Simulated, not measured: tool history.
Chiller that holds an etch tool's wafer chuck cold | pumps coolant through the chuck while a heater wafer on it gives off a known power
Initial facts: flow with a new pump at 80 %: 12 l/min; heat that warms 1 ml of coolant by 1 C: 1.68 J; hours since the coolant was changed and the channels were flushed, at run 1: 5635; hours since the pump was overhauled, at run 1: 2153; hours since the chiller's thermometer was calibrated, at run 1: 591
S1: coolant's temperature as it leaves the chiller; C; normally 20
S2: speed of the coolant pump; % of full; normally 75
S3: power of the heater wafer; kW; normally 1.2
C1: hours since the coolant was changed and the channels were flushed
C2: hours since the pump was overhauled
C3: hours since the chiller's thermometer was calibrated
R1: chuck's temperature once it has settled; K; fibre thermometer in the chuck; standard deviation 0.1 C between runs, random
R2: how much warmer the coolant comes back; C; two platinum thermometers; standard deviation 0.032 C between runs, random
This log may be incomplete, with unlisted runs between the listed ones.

| run | hour | S1 | S2 | S3 | C1 | C2 | C3 | R1 | R2 |
|---|---|---|---|---|---|---|---|---|---|
| 1 | 0 | 20 | 75 | 1.2 | 5635 | 2153 | 591 | 305.15 | 3.82 |
| 2 | 56.8 | 20 | 75 | 1.2 | 5692 | 2210 | 648 | 305.25 | 3.8 |
| 3 | 93.1 | 20 | 75 | 1.2 | 5728 | 2246 | 684 | 305.35 | 3.87 |
| 4 | 144 | 20 | 75 | 0.881 | 5779 | 2297 | 735 | 302.15 | 2.85 |
| 5 | 182.6 | 20 | 75 | 0.881 | 5817 | 2336 | 774 | 302.05 | 2.89 |
| 6 | 232.4 | 16 | 75 | 1.2 | 5867 | 2386 | 823 | 301.15 | 3.89 |
| 7 | 285 | 16 | 75 | 1.2 | 5920 | 2438 | 876 | 301.35 | 3.89 |
| 8 | 323.7 | 16 | 75 | 1.2 | 5959 | 2477 | 915 | 301.25 | 3.93 |
| 9 | 379.3 | 20 | 64 | 1.2 | 6014 | 2532 | 970 | 306.65 | 4.61 |
| 10 | 405.7 | 20 | 75 | 1.2 | 6040 | 2559 | 997 | 305.35 | 3.89 |
| 11 | 436.8 | 20 | 75 | 1.2 | 6072 | 2590 | 1028 | 305.35 | 3.91 |
| 12 | 472.4 | 11 | 75 | 1.2 | 6107 | 2626 | 1063 | 296.25 | 3.9 |
| 13 | 507.5 | 11 | 75 | 1.2 | 6142 | 2661 | 1099 | 296.25 | 3.88 |
| 14 | 563.4 | 20 | 75 | 1.2 | 6198 | 2717 | 1154 | 305.45 | 3.93 |
| 15 | 594.6 | 20 | 75 | 1.2 | 6229 | 2748 | 1186 | 305.45 | 3.91 |
| 16 | 619.3 | 20 | 75 | 1.2 | 6254 | 2772 | 1210 | 305.35 | 3.94 |
| 17 | 656.7 | 20 | 71 | 1.197 | 6291 | 2810 | 1248 | 305.75 | 4.1 |
| 18 | 701.1 | 16 | 67 | 1.222 | 6336 | 2854 | 1292 | 302.55 | 4.46 |
| 19 | 727.2 | 13 | 92 | 0.974 | 6362 | 2880 | 1318 | 294.85 | 2.57 |
| 20 | 778.4 | 14 | 78 | 0.8 | 6413 | 2932 | 1369 | 294.95 | 2.56 |
| 21 | 806.5 | 15 | 72 | 1.194 | 6441 | 2960 | 1397 | 300.85 | 4.04 |
| 22 | 848.4 | 12 | 75 | 0.613 | 6483 | 3002 | 1439 | 291.45 | 1.99 |
| 23 | 893.7 | 12 | 75 | 0.613 | 6529 | 3047 | 1485 | 291.45 | 1.94 |
| 24 | 917.5 | 12 | 65 | 0.613 | 6552 | 3071 | 1508 | 292.05 | 2.32 |
| 25 | 965.5 | 11 | 88 | 0.613 | 6600 | 3119 | 1556 | 289.85 | 1.7 |
| 26 | 1000.2 | 20 | 65 | 1.2 | 6635 | 3153 | 1591 | 306.55 | 4.51 |
| 27 | 1055.5 | 26 | 65 | 0.688 | 6690 | 3209 | 1647 | 306.95 | 2.57 |
| 28 | 1079.9 | 11 | 99 | 1.088 | 6715 | 3233 | 1671 | 293.45 | 2.69 |
| 29 | 1105.2 | 13 | 61 | 1.2 | 6740 | 3258 | 1696 | 300.25 | 4.84 |
| 30 | 1130.3 | 13 | 61 | 1.2 | 6765 | 3283 | 1721 | 300.15 | 4.85 |
| 31 | 1160.5 | 30 | 75 | 1.466 | 6795 | 3314 | 1751 | 318.15 | 4.82 |
| 32 | 1200.4 | 20 | 76 | 1.332 | 6835 | 3354 | 1791 | 306.85 | 4.33 |

Below, each run's measurement less what the same run would have read without the hidden state. Both values contain the same run-to-run variation, but the gauge's scatter may not be the same in both:
The tool's hidden condition here consists of: heat passed by the chuck's channels, % of clean ones'; flow at a given pump speed, % of a new pump's; coolant's true temperature over the reading, C; drift of the gauge itself on chuck_c, C; drift of the gauge itself on warmer_back_c, C.
| run | R1 | R2 |
|---|---|---|
| 1 | +1.3 | +0.06 |
| 2 | +1.3 | +0.07 |
| 3 | +1.3 | +0.07 |
| 4 | +1 | +0.05 |
| 5 | +1 | +0.05 |
| 6 | +1.3 | +0.08 |
| 7 | +1.3 | +0.08 |
| 8 | +1.3 | +0.08 |
| 9 | +1.4 | +0.1 |
| 10 | +1.4 | +0.09 |
| 11 | +1.4 | +0.08 |
| 12 | +1.3 | +0.09 |
| 13 | +1.4 | +0.09 |
| 14 | +1.4 | +0.09 |
| 15 | +1.4 | +0.09 |
| 16 | +1.4 | +0.1 |
| 17 | +1.4 | +0.11 |
| 18 | +1.5 | +0.12 |
| 19 | +1 | +0.07 |
| 20 | +0.9 | +0.07 |
| 21 | +1.5 | +0.1 |
| 22 | +0.8 | +0.06 |
| 23 | +0.8 | +0.06 |
| 24 | +0.8 | +0.07 |
| 25 | +0.7 | +0.05 |
| 26 | +1.6 | +0.13 |
| 27 | +0.9 | +0.08 |
| 28 | +1.2 | +0.08 |
| 29 | +1.8 | +0.14 |
| 30 | +1.7 | +0.15 |
| 31 | +1.9 | +0.15 |
| 32 | +1.7 | +0.14 |
